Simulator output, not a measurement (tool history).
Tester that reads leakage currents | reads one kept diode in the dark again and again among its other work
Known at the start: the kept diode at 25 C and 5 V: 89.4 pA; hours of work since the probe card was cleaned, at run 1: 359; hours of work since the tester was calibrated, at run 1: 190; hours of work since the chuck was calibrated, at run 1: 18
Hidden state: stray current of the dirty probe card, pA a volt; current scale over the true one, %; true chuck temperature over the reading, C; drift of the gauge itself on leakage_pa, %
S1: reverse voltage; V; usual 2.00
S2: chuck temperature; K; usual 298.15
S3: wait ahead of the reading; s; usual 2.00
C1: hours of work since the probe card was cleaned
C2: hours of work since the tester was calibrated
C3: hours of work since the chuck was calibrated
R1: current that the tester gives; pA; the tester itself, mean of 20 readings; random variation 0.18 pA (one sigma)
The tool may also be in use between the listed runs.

run,hour,S1,S2,S3,C1,C2,C3,R1
1,0.0,2.00,298.15,2.00,359,190,18,58.64
2,91.2,2.00,298.15,2.00,398,229,57,59.14
3,220.4,2.00,298.15,2.00,452,283,111,58.67
4,319.8,2.00,298.15,2.00,494,325,153,58.59
5,441.8,2.00,298.15,2.00,546,376,204,58.15
6,518.6,2.00,298.15,0.83,578,409,237,58.04
7,606.5,7.48,319.15,7.82,615,446,274,692.16
8,725.9,7.82,294.15,0.48,665,496,324,78.18
9,828.7,7.82,294.15,0.48,709,539,367,78.09
10,919.0,2.00,305.15,8.62,747,577,405,109.55
11,1027.6,2.00,324.15,4.54,792,623,451,550.17
12,1126.2,2.00,324.15,4.54,834,665,493,547.58

4 ways to go on from here, each from the tool as it stands after run 12. What would each give?
A,1227.7,2.00,295.15,0.43,877,707,535,?
B,1227.7,5.60,294.15,1.13,877,707,535,?
C,1227.7,2.00,333.15,0.37,877,707,535,?
D,1227.7,2.00,313.15,4.54,877,707,535,?

run,R1
A,43.07
B,65.70
C,1108.39
D,219.39
Without the tool's hidden state the same runs would have given:
run,R1
A,43.39
B,64.87
C,1132.84
D,224.27
